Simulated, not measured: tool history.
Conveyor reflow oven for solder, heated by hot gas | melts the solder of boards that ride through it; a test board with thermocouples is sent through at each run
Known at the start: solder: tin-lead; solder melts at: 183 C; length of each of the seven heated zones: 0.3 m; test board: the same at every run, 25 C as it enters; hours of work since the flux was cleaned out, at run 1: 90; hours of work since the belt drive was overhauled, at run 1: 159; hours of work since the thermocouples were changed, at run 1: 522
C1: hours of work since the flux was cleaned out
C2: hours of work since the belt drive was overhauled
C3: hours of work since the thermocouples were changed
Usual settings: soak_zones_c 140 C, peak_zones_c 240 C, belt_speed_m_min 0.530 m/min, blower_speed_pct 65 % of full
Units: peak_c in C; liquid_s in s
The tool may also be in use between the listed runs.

run 1 day=0.000 | soak_zones_c=140 peak_zones_c=240 belt_speed_m_min=0.530 blower_speed_pct=65 | C1=90 C2=159 C3=522 | peak_c=218.2 liquid_s=51.4
run 2 day=0.688 | soak_zones_c=140 peak_zones_c=247 belt_speed_m_min=0.530 blower_speed_pct=65 | C1=97 C2=167 C3=529 | peak_c=224.0 liquid_s=55.3
run 3 day=1.342 | soak_zones_c=140 peak_zones_c=247 belt_speed_m_min=0.530 blower_speed_pct=65 | C1=104 C2=174 C3=536 | peak_c=224.0 liquid_s=55.2
run 4 day=1.950 | soak_zones_c=140 peak_zones_c=240 belt_speed_m_min=0.530 blower_speed_pct=65 | C1=111 C2=180 C3=543 | peak_c=218.3 liquid_s=51.3
-- day=2.196 thermocouples of zones 6 and 7 changed
run 5 day=2.800 | soak_zones_c=140 peak_zones_c=240 belt_speed_m_min=0.530 blower_speed_pct=65 | C1=119 C2=189 C3=7 | peak_c=217.1 liquid_s=50.4
run 6 day=3.650 | soak_zones_c=140 peak_zones_c=240 belt_speed_m_min=0.485 blower_speed_pct=65 | C1=128 C2=198 C3=16 | peak_c=220.4 liquid_s=58.5
run 7 day=4.308 | soak_zones_c=140 peak_zones_c=240 belt_speed_m_min=0.530 blower_speed_pct=65 | C1=136 C2=205 C3=23 | peak_c=217.1 liquid_s=50.7
run 8 day=4.842 | soak_zones_c=140 peak_zones_c=246 belt_speed_m_min=0.530 blower_speed_pct=65 | C1=141 C2=211 C3=29 | peak_c=221.9 liquid_s=53.5
run 9 day=5.625 | soak_zones_c=140 peak_zones_c=246 belt_speed_m_min=0.530 blower_speed_pct=65 | C1=150 C2=219 C3=37 | peak_c=221.9 liquid_s=54.2
run 10 day=6.608 | soak_zones_c=140 peak_zones_c=246 belt_speed_m_min=0.530 blower_speed_pct=65 | C1=161 C2=230 C3=48 | peak_c=221.6 liquid_s=53.8
run 11 day=7.271 | soak_zones_c=140 peak_zones_c=246 belt_speed_m_min=0.530 blower_speed_pct=65 | C1=168 C2=237 C3=55 | peak_c=221.5 liquid_s=53.9
run 12 day=7.933 | soak_zones_c=140 peak_zones_c=246 belt_speed_m_min=0.530 blower_speed_pct=65 | C1=175 C2=244 C3=62 | peak_c=221.8 liquid_s=53.5
run 13 day=8.971 | soak_zones_c=132 peak_zones_c=253 belt_speed_m_min=0.427 blower_speed_pct=65 | C1=186 C2=256 C3=73 | peak_c=234.5 liquid_s=73.5
run 14 day=9.921 | soak_zones_c=131 peak_zones_c=253 belt_speed_m_min=0.427 blower_speed_pct=65 | C1=196 C2=266 C3=84 | peak_c=234.0 liquid_s=72.5
run 15 day=10.483 | soak_zones_c=131 peak_zones_c=253 belt_speed_m_min=0.427 blower_speed_pct=65 | C1=203 C2=272 C3=90 | peak_c=234.5 liquid_s=73.0
run 16 day=11.450 | soak_zones_c=131 peak_zones_c=253 belt_speed_m_min=0.427 blower_speed_pct=65 | C1=213 C2=283 C3=100 | peak_c=234.3 liquid_s=73.2
run 17 day=12.083 | soak_zones_c=140 peak_zones_c=240 belt_speed_m_min=0.530 blower_speed_pct=81 | C1=220 C2=289 C3=107 | peak_c=221.6 liquid_s=54.5
run 18 day=13.050 | soak_zones_c=146 peak_zones_c=249 belt_speed_m_min=0.460 blower_speed_pct=73 | C1=230 C2=300 C3=118 | peak_c=233.3 liquid_s=72.7
run 19 day=13.550 | soak_zones_c=146 peak_zones_c=249 belt_speed_m_min=0.460 blower_speed_pct=73 | C1=236 C2=305 C3=123 | peak_c=233.0 liquid_s=72.2
run 20 day=14.392 | soak_zones_c=138 peak_zones_c=231 belt_speed_m_min=0.465 blower_speed_pct=51 | C1=245 C2=314 C3=132 | peak_c=207.7 liquid_s=47.6
-- day=14.812 flux residue cleaned out of gas plates and filters
run 21 day=15.438 | soak_zones_c=138 peak_zones_c=238 belt_speed_m_min=0.465 blower_speed_pct=69 | C1=7 C2=323 C3=141 | peak_c=222.5 liquid_s=62.3
run 22 day=15.946 | soak_zones_c=138 peak_zones_c=238 belt_speed_m_min=0.465 blower_speed_pct=69 | C1=12 C2=329 C3=147 | peak_c=222.3 liquid_s=62.2

How the hidden state differs across the entries between the runs, from the last listed run before each to the first after it:
Between runs 4 and 5: thermocouples of zones 6 and 7 changed (day 2.196)
  heat that the gas passes to the board, % of a clean oven's: 95.1 -> 94.9; belt's true speed, % of the reading: 99.44 -> 99.42; true gas temperature in zones 6 and 7 over the reading, C: 1.43 -> 0.3
  measured less the result without the state, peak_c: +0.0 -> -1.0 C; liquid_s: +0.1 -> -0.6 s
Between runs 20 and 21: flux residue cleaned out of gas plates and filters (day 14.812)
  heat that the gas passes to the board, % of a clean oven's: 90.7 -> 98.7; belt's true speed, % of the reading: 99.08 -> 99.06; true gas temperature in zones 6 and 7 over the reading, C: 0.55 -> 0.57
  measured less the result without the state, peak_c: -1.1 -> +0.5 C; liquid_s: -1.2 -> +0.9 s
